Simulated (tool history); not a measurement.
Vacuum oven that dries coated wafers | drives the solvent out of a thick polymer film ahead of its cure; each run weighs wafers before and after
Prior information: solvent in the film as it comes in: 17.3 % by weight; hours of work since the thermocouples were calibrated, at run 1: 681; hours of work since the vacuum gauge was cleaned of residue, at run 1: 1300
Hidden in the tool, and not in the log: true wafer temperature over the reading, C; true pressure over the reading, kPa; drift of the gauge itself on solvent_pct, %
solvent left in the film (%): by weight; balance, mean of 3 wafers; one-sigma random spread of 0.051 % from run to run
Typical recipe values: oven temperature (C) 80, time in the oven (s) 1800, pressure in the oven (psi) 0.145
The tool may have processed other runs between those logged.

| run | hour | oven temperature (C) | time in the oven (s) | pressure in the oven (psi) | hours of work since the thermocouples were calibrated | hours of work since the vacuum gauge was cleaned of residue | solvent left in the film (%) |
|---|---|---|---|---|---|---|---|
| 1 | 0.0 | 80 | 1800 | 0.145 | 681 | 1300 | 1.19 |
| 2 | 38.9 | 80 | 1800 | 0.145 | 711 | 1330 | 1.24 |
| 3 | 97.5 | 80 | 1800 | 0.145 | 757 | 1375 | 1.32 |
| 4 | 132.1 | 71 | 1800 | 0.145 | 783 | 1402 | 2.56 |
| 5 | 186.8 | 80 | 1800 | 0.145 | 826 | 1444 | 1.23 |
| 6 | 255.7 | 80 | 1800 | 0.145 | 879 | 1498 | 1.26 |
| 7 | 295.2 | 80 | 1800 | 0.145 | 910 | 1528 | 1.27 |
| 8 | 343.1 | 80 | 1980 | 0.145 | 947 | 1565 | 1.10 |
| 9 | 398.5 | 80 | 1980 | 0.145 | 990 | 1608 | 1.17 |
| 10 | 435.7 | 80 | 1800 | 0.145 | 1018 | 1637 | 1.37 |
| 11 | 490.9 | 74 | 1800 | 0.145 | 1061 | 1680 | 2.26 |
| 12 | 544.1 | 80 | 1800 | 0.145 | 1102 | 1721 | 1.40 |
|  | 594.4 | vacuum gauge cleaned of residue and calibrated |
| 13 | 594.4 | 80 | 1800 | 0.145 | 1140 | 0 | 1.27 |
| 14 | 637.2 | 80 | 2280 | 0.145 | 1173 | 33 | 0.80 |
|  | 664.5 | oven's thermocouples calibrated |
| 15 | 694.0 | 80 | 2280 | 0.145 | 23 | 76 | 0.65 |
| 16 | 759.9 | 80 | 2280 | 0.145 | 74 | 127 | 0.65 |
| 17 | 814.9 | 80 | 2280 | 0.145 | 116 | 169 | 0.73 |
| 18 | 882.1 | 78 | 1260 | 0.145 | 168 | 221 | 2.36 |
| 19 | 932.5 | 77 | 1260 | 0.276 | 207 | 260 | 3.00 |
| 20 | 966.7 | 87 | 1380 | 0.081 | 234 | 287 | 0.82 |
| 21 | 1032.7 | 87 | 1380 | 0.081 | 285 | 338 | 0.82 |
| 22 | 1071.8 | 87 | 1620 | 0.091 | 315 | 368 | 0.60 |
| 23 | 1124.8 | 70 | 1620 | 0.154 | 356 | 409 | 3.05 |
| 24 | 1190.4 | 70 | 1620 | 0.091 | 407 | 460 | 2.92 |
| 25 | 1229.5 | 80 | 2100 | 0.525 | 437 | 490 | 1.97 |
| 26 | 1285.4 | 89 | 960 | 0.145 | 481 | 533 | 1.79 |
| 27 | 1333.7 | 93 | 2160 | 0.547 | 518 | 571 | 1.06 |
| 28 | 1386.5 | 90 | 1800 | 0.145 | 559 | 612 | 0.50 |
| 29 | 1443.4 | 79 | 1680 | 0.157 | 603 | 656 | 1.58 |
| 30 | 1472.6 | 68 | 1680 | 0.350 | 625 | 678 | 4.16 |
| 31 | 1527.3 | 80 | 1440 | 0.387 | 668 | 721 | 2.36 |
| 32 | 1585.0 | 78 | 2040 | 0.428 | 713 | 765 | 2.04 |

Below, some changes in solvent left in the film (%) between adjacent runs. For each, the amount present without the hidden state too (settings, incoming material, random variation) and the amount remaining for the hidden state with gauge scatter not shared by both compared results:
Run 3 -> 4: oven temperature (C) 80 -> 71. solvent left in the film (%) +1.24: hidden state +0.17, all else +1.07.
Run 14 -> 15: oven's thermocouples calibrated. solvent left in the film (%) -0.15: hidden state -0.19, all else +0.04.
Run 19 -> 20: oven temperature (C) 77 -> 87, time in the oven (s) 1260 -> 1380, pressure in the oven (psi) 0.276 -> 0.081. solvent left in the film (%) -2.18: hidden state -0.06, all else -2.12.
Run 22 -> 23: oven temperature (C) 87 -> 70, pressure in the oven (psi) 0.091 -> 0.154. solvent left in the film (%) +2.45: hidden state +0.15, all else +2.30.
Run 29 -> 30: oven temperature (C) 79 -> 68, pressure in the oven (psi) 0.157 -> 0.350. solvent left in the film (%) +2.58: hidden state +0.20, all else +2.38.

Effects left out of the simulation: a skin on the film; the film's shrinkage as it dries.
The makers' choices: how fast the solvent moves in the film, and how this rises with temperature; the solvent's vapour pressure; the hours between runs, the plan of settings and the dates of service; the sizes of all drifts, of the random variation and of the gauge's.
